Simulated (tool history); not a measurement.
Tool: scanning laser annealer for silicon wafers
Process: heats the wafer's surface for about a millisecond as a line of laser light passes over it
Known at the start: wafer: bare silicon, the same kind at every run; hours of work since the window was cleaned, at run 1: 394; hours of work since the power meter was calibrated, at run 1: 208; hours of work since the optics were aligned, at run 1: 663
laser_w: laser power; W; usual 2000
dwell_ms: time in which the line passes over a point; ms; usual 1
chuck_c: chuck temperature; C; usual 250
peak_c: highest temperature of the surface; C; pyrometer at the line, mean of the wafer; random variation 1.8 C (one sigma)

| run | hour | laser_w | dwell_ms | chuck_c | hours of work since the window was cleaned | hours of work since the power meter was calibrated | hours of work since the optics were aligned | peak_c |
|---|---|---|---|---|---|---|---|---|
| 1 | 0 | 2000 | 1 | 250 | 394 | 208 | 663 | 1021 |
| 2 | 16.6 | 2000 | 1 | 250 | 401 | 215 | 670 | 1018 |
| 3 | 29 | 2000 | 0.9 | 250 | 406 | 220 | 675 | 984 |
| 4 | 46.2 | 2000 | 0.9 | 250 | 413 | 228 | 682 | 986 |
| 5 | 64.9 | 1737 | 0.9 | 250 | 421 | 236 | 690 | 856 |
| 6 | 81.4 | 1737 | 0.9 | 250 | 428 | 242 | 697 | 862 |
| 7 | 94.2 | 1737 | 0.9 | 267 | 434 | 248 | 703 | 875 |
| 8 | 111.7 | 1737 | 0.9 | 267 | 441 | 255 | 710 | 876 |
|  | 124 | window over the wafer cleaned |
| 9 | 133.9 | 1737 | 0.9 | 267 | 4 | 264 | 719 | 888 |
| 10 | 152.9 | 1737 | 0.9 | 267 | 12 | 272 | 727 | 885 |
| 11 | 167.8 | 1737 | 0.9 | 267 | 19 | 278 | 733 | 887 |
| 12 | 185 | 2000 | 1.11 | 250 | 26 | 285 | 740 | 1068 |
| 13 | 201.3 | 2000 | 1.11 | 250 | 33 | 292 | 747 | 1063 |
| 14 | 223.3 | 2000 | 1.11 | 250 | 42 | 302 | 756 | 1069 |
| 15 | 246.7 | 2000 | 1.15 | 250 | 52 | 312 | 766 | 1077 |
| 16 | 261.9 | 2000 | 1 | 250 | 58 | 318 | 773 | 1028 |
| 17 | 275.7 | 2000 | 1 | 250 | 64 | 324 | 779 | 1030 |
| 18 | 292.5 | 2000 | 1 | 250 | 71 | 331 | 786 | 1028 |
| 19 | 316.1 | 2000 | 1 | 250 | 81 | 341 | 796 | 1030 |
| 20 | 333.4 | 2000 | 1 | 214 | 89 | 348 | 803 | 990 |
| 21 | 355.7 | 2000 | 1 | 263 | 98 | 358 | 812 | 1040 |
| 22 | 367.1 | 2000 | 1.08 | 250 | 103 | 362 | 817 | 1052 |
| 23 | 385.9 | 2169 | 1.17 | 233 | 111 | 370 | 825 | 1155 |
| 24 | 404.5 | 2038 | 1 | 276 | 119 | 378 | 833 | 1072 |
|  | 409.3 | laser's power meter calibrated |
| 25 | 428.3 | 2000 | 0.81 | 284 | 127 | 8 | 842 | 994 |
| 26 | 449.8 | 1780 | 1.17 | 274 | 136 | 17 | 851 | 983 |
| 27 | 459.6 | 1780 | 1.05 | 274 | 141 | 21 | 855 | 948 |
| 28 | 472.6 | 1817 | 0.79 | 250 | 146 | 27 | 860 | 867 |
| 29 | 495.3 | 1817 | 0.89 | 251 | 156 | 36 | 870 | 902 |
|  | 507.8 | laser's power meter calibrated, once more |
| 30 | 518 | 2180 | 0.89 | 219 | 164 | 4 | 878 | 1046 |
| 31 | 535.3 | 2180 | 0.89 | 219 | 171 | 12 | 886 | 1047 |
| 32 | 553.6 | 2105 | 1 | 250 | 179 | 19 | 893 | 1079 |
| 33 | 571.5 | 2000 | 1.2 | 250 | 187 | 27 | 901 | 1086 |
| 34 | 587.5 | 1913 | 0.71 | 214 | 193 | 34 | 908 | 844 |
| 35 | 600.6 | 1913 | 0.71 | 214 | 199 | 39 | 913 | 841 |
| 36 | 616.6 | 2000 | 1 | 262 | 206 | 46 | 920 | 1033 |
| 37 | 627.9 | 2000 | 1 | 262 | 210 | 51 | 925 | 1033 |
| 38 | 648.1 | 1943 | 0.89 | 283 | 219 | 59 | 933 | 989 |
| 39 | 657.6 | 1943 | 0.89 | 283 | 223 | 63 | 937 | 988 |
| 40 | 676.6 | 2048 | 1.18 | 287 | 231 | 71 | 945 | 1137 |

Forecast each of these 4 alternatives for the next run:
| A | 690.1 | 2125 | 1.18 | 287 | 237 | 77 | 951 | ? |
| B | 690.1 | 1700 | 0.78 | 225 | 237 | 77 | 951 | ? |
| C | 690.1 | 2081 | 1.12 | 241 | 237 | 77 | 951 | ? |
| D | 690.1 | 2048 | 1.18 | 224 | 237 | 77 | 951 | ? |

| run | peak_c |
|---|---|
| A | 1181 |
| B | 783 |
| C | 1091 |
| D | 1073 |
Without the tool's hidden state the same runs would have given:
| run | peak_c |
|---|---|
| A | 1226 |
| B | 810 |
| C | 1133 |
| D | 1116 |
